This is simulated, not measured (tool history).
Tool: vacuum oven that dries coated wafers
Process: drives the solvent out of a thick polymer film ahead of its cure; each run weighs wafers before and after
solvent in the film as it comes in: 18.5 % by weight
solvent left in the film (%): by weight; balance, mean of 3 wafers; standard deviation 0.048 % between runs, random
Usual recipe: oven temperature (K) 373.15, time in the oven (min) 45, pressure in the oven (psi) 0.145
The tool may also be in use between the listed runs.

run     day  oven temperature (K)  time in the oven (min)  pressure in the oven (psi)  solvent left in the film (%)
  1   0.000                373.15                      45                       0.145                          5.17
  2   0.417                373.15                      45                       0.145                          5.22
  3   0.804                373.15                      45                       0.078                          4.90
  4   1.304                373.15                      45                       0.078                          4.91
  5   1.779                373.15                      25                       0.145                          8.34
  6   2.000                373.15                      25                       0.145                          8.18
  7   2.425                373.15                      25                       0.145                          8.28
      2.517  -- vacuum gauge cleaned of residue and calibrated
  8   2.971                373.15                      45                       0.145                          5.23
  9   3.354                373.15                      45                       0.145                          5.15
 10   3.667                373.15                      45                       0.145                          5.16
      3.846  -- vacuum gauge cleaned of residue and calibrated, once more
 11   4.092                373.15                      45                       0.193                          5.32
 12   4.475                360.15                      45                       0.145                          9.53
 13   4.962                360.15                      45                       0.145                          9.76
 14   5.421                360.15                      45                       0.145                          9.79
 15   5.862                363.15                      25                       0.087                         11.08
 16   6.200                363.15                      35                       0.212                         10.15
 17   6.671                363.15                      22                       0.212                         11.95
 18   7.167                363.15                      22                       0.212                         11.81
 19   7.462                373.15                      74                       0.332                          3.69
 20   7.854                384.15                      56                       0.094                          1.15
 21   8.388                374.15                      56                       0.094                          3.47
 22   8.758                374.15                      56                       0.094                          3.53
 23   9.000                385.15                      41                       0.344                          2.58
 24   9.404                371.15                      53                       0.077                          4.84
 25   9.829                371.15                      53                       0.077                          4.80
 26  10.067                364.15                      24                       0.077                         10.89

Each row is a separate what-if for the run after 26, all from the same tool condition, not one after another. Results?
  A  10.579                364.15                      23                       0.077                             ?
  B  10.579                385.15                      24                       0.145                             ?
  C  10.579                372.15                      70                       0.132                             ?
  D  10.579                364.15                      23                       0.077                             ?
  E  10.579                364.15                      24                       0.474                             ?

run  solvent left in the film (%)
  A                         11.22
  B                          4.39
  C                          3.33
  D                         11.05
  E                         12.12
The same runs, with their run-to-run variation unchanged, on a tool lacking any hidden condition would have given:
run  solvent left in the film (%)
  A                         10.94
  B                          4.05
  C                          3.00
  D                         10.77
  E                         11.82

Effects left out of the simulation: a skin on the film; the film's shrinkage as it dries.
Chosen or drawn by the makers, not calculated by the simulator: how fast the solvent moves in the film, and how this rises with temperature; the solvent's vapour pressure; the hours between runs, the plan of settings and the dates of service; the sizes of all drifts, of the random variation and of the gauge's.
